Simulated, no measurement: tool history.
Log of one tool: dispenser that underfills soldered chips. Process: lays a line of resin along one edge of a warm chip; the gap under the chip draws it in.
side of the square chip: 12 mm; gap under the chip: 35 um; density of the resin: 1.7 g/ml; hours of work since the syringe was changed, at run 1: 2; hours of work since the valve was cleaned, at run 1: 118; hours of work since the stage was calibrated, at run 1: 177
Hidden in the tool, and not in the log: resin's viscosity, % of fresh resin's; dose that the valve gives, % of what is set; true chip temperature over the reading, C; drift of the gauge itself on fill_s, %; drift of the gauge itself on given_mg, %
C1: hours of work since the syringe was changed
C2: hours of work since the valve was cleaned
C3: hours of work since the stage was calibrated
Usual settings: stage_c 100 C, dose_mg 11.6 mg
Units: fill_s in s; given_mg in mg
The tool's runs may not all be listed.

{"run": 1, "hour": 0.0, "stage_c": 100, "dose_mg": 11.6, "C1": 2, "C2": 118, "C3": 177, "fill_s": 278.3, "given_mg": 10.55}
{"hour": 7.4, "done": "dispensing valve cleaned and set on the balance"}
{"hour": 8.4, "done": "new syringe of resin"}
{"run": 2, "hour": 8.6, "stage_c": 100, "dose_mg": 11.6, "C1": 0, "C2": 1, "C3": 183, "fill_s": 242.1, "given_mg": 11.68}
{"run": 3, "hour": 14.4, "stage_c": 90, "dose_mg": 11.6, "C1": 5, "C2": 5, "C3": 188, "fill_s": 488.4, "given_mg": 11.46}
{"hour": 17.9, "done": "new syringe of resin"}
{"run": 4, "hour": 20.1, "stage_c": 90, "dose_mg": 11.6, "C1": 2, "C2": 10, "C3": 192, "fill_s": 401.4, "given_mg": 11.53}
{"hour": 27.1, "done": "new syringe of resin"}
{"run": 5, "hour": 27.4, "stage_c": 90, "dose_mg": 11.6, "C1": 0, "C2": 15, "C3": 198, "fill_s": 360.4, "given_mg": 11.62}
{"run": 6, "hour": 34.3, "stage_c": 88, "dose_mg": 11.6, "C1": 6, "C2": 21, "C3": 203, "fill_s": 564.2, "given_mg": 11.5}
{"hour": 36.4, "done": "new syringe of resin"}
{"run": 7, "hour": 39.0, "stage_c": 88, "dose_mg": 11.6, "C1": 2, "C2": 24, "C3": 207, "fill_s": 433.9, "given_mg": 11.4}
{"hour": 45.6, "done": "new syringe of resin"}
{"run": 8, "hour": 46.5, "stage_c": 108, "dose_mg": 11.6, "C1": 1, "C2": 30, "C3": 212, "fill_s": 190.5, "given_mg": 11.31}
{"run": 9, "hour": 51.7, "stage_c": 108, "dose_mg": 10.2, "C1": 5, "C2": 34, "C3": 217, "fill_s": 261.3, "given_mg": 9.96}
{"hour": 54.8, "done": "new syringe of resin"}
{"run": 10, "hour": 56.6, "stage_c": 92, "dose_mg": 10.2, "C1": 1, "C2": 38, "C3": 220, "fill_s": 377.4, "given_mg": 9.82}
{"run": 11, "hour": 63.0, "stage_c": 92, "dose_mg": 10.2, "C1": 7, "C2": 43, "C3": 225, "fill_s": 523.8, "given_mg": 9.78}
{"hour": 63.9, "done": "new syringe of resin"}
{"run": 12, "hour": 71.0, "stage_c": 92, "dose_mg": 10.2, "C1": 6, "C2": 49, "C3": 231, "fill_s": 490.4, "given_mg": 9.72}
{"hour": 72.9, "done": "new syringe of resin"}
{"run": 13, "hour": 75.8, "stage_c": 100, "dose_mg": 11.6, "C1": 2, "C2": 53, "C3": 235, "fill_s": 286.2, "given_mg": 11.1}
{"run": 14, "hour": 79.4, "stage_c": 100, "dose_mg": 11.6, "C1": 5, "C2": 55, "C3": 238, "fill_s": 345.8, "given_mg": 11.03}
{"hour": 81.9, "done": "new syringe of resin"}
{"run": 15, "hour": 84.0, "stage_c": 92, "dose_mg": 11.6, "C1": 2, "C2": 59, "C3": 241, "fill_s": 360.1, "given_mg": 11.23}
{"run": 16, "hour": 89.5, "stage_c": 100, "dose_mg": 9.9, "C1": 6, "C2": 63, "C3": 246, "fill_s": 381.3, "given_mg": 9.34}
{"hour": 90.9, "done": "new syringe of resin"}
{"run": 17, "hour": 97.1, "stage_c": 94, "dose_mg": 11.6, "C1": 5, "C2": 69, "C3": 251, "fill_s": 434.0, "given_mg": 11.02}
{"hour": 99.9, "done": "new syringe of resin"}
{"run": 18, "hour": 101.7, "stage_c": 103, "dose_mg": 11.6, "C1": 1, "C2": 72, "C3": 255, "fill_s": 234.6, "given_mg": 10.98}
{"hour": 109.0, "done": "new syringe of resin"}
{"run": 19, "hour": 109.4, "stage_c": 85, "dose_mg": 14.3, "C1": 0, "C2": 78, "C3": 261, "fill_s": 425.3, "given_mg": 13.42}
{"run": 20, "hour": 114.7, "stage_c": 111, "dose_mg": 11.4, "C1": 4, "C2": 82, "C3": 265, "fill_s": 221.3, "given_mg": 10.8}
{"hour": 118.3, "done": "new syringe of resin"}
{"run": 21, "hour": 121.5, "stage_c": 101, "dose_mg": 11.2, "C1": 3, "C2": 88, "C3": 270, "fill_s": 276.1, "given_mg": 10.59}
{"hour": 127.6, "done": "new syringe of resin"}
{"run": 22, "hour": 129.1, "stage_c": 107, "dose_mg": 11.0, "C1": 1, "C2": 93, "C3": 276, "fill_s": 210.8, "given_mg": 10.29}
{"run": 23, "hour": 133.4, "stage_c": 107, "dose_mg": 11.0, "C1": 5, "C2": 97, "C3": 279, "fill_s": 273.8, "given_mg": 10.28}
{"hour": 136.7, "done": "new syringe of resin"}
{"run": 24, "hour": 140.1, "stage_c": 91, "dose_mg": 12.8, "C1": 3, "C2": 102, "C3": 284, "fill_s": 399.2, "given_mg": 11.74}
{"hour": 146.0, "done": "new syringe of resin"}
{"run": 25, "hour": 146.4, "stage_c": 93, "dose_mg": 11.2, "C1": 0, "C2": 107, "C3": 289, "fill_s": 329.2, "given_mg": 10.4}
{"run": 26, "hour": 151.0, "stage_c": 114, "dose_mg": 12.6, "C1": 4, "C2": 110, "C3": 293, "fill_s": 186.2, "given_mg": 11.68}
{"hour": 154.9, "done": "new syringe of resin"}
{"run": 27, "hour": 157.9, "stage_c": 114, "dose_mg": 12.6, "C1": 2, "C2": 116, "C3": 298, "fill_s": 167.4, "given_mg": 11.4}
{"run": 28, "hour": 163.4, "stage_c": 100, "dose_mg": 13.6, "C1": 7, "C2": 120, "C3": 302, "fill_s": 365.6, "given_mg": 12.52}
{"hour": 164.2, "done": "new syringe of resin"}
{"hour": 168.0, "done": "dispensing valve cleaned and set on the balance"}
{"run": 29, "hour": 169.7, "stage_c": 100, "dose_mg": 13.6, "C1": 4, "C2": 1, "C3": 306, "fill_s": 291.5, "given_mg": 13.65}
{"run": 30, "hour": 173.3, "stage_c": 100, "dose_mg": 11.2, "C1": 6, "C2": 4, "C3": 309, "fill_s": 371.9, "given_mg": 11.23}
{"hour": 174.3, "done": "new syringe of resin"}
{"run": 31, "hour": 180.0, "stage_c": 88, "dose_mg": 11.7, "C1": 5, "C2": 9, "C3": 314, "fill_s": 520.2, "given_mg": 11.62}
{"hour": 183.5, "done": "new syringe of resin"}
{"run": 32, "hour": 187.7, "stage_c": 105, "dose_mg": 9.9, "C1": 3, "C2": 15, "C3": 320, "fill_s": 258.0, "given_mg": 9.86}
{"run": 33, "hour": 191.1, "stage_c": 85, "dose_mg": 10.7, "C1": 6, "C2": 18, "C3": 323, "fill_s": 645.4, "given_mg": 10.64}

5 ways to go on from here, each from the tool as it stands after run 33. What would each give?
{"hour": 193.0, "done": "new syringe of resin"}
{"run": "A", "hour": 195.0, "stage_c": 100, "dose_mg": 11.3, "C1": 2, "C2": 21, "C3": 326, "fill_s": "?", "given_mg": "?"}
{"hour": 193.0, "done": "new syringe of resin"}
{"run": "B", "hour": 195.0, "stage_c": 102, "dose_mg": 11.9, "C1": 2, "C2": 21, "C3": 326, "fill_s": "?", "given_mg": "?"}
{"hour": 193.0, "done": "new syringe of resin"}
{"run": "C", "hour": 195.0, "stage_c": 94, "dose_mg": 12.4, "C1": 2, "C2": 21, "C3": 326, "fill_s": "?", "given_mg": "?"}
{"hour": 193.0, "done": "new syringe of resin"}
{"run": "D", "hour": 195.0, "stage_c": 100, "dose_mg": 11.9, "C1": 2, "C2": 21, "C3": 326, "fill_s": "?", "given_mg": "?"}
{"hour": 193.0, "done": "new syringe of resin"}
{"run": "E", "hour": 195.0, "stage_c": 101, "dose_mg": 10.2, "C1": 2, "C2": 21, "C3": 326, "fill_s": "?", "given_mg": "?"}

run=A fill_s=261.4 given_mg=11.12
run=B fill_s=238.7 given_mg=11.74
run=C fill_s=314.9 given_mg=12.29
run=D fill_s=256.4 given_mg=11.69
run=E fill_s=258.2 given_mg=10.03
Without the tool's hidden state the same runs would have given:
run=A fill_s=249.0 given_mg=11.25
run=B fill_s=227.4 given_mg=11.88
run=C fill_s=300.8 given_mg=12.44
run=D fill_s=244.4 given_mg=11.83
run=E fill_s=245.5 given_mg=10.15
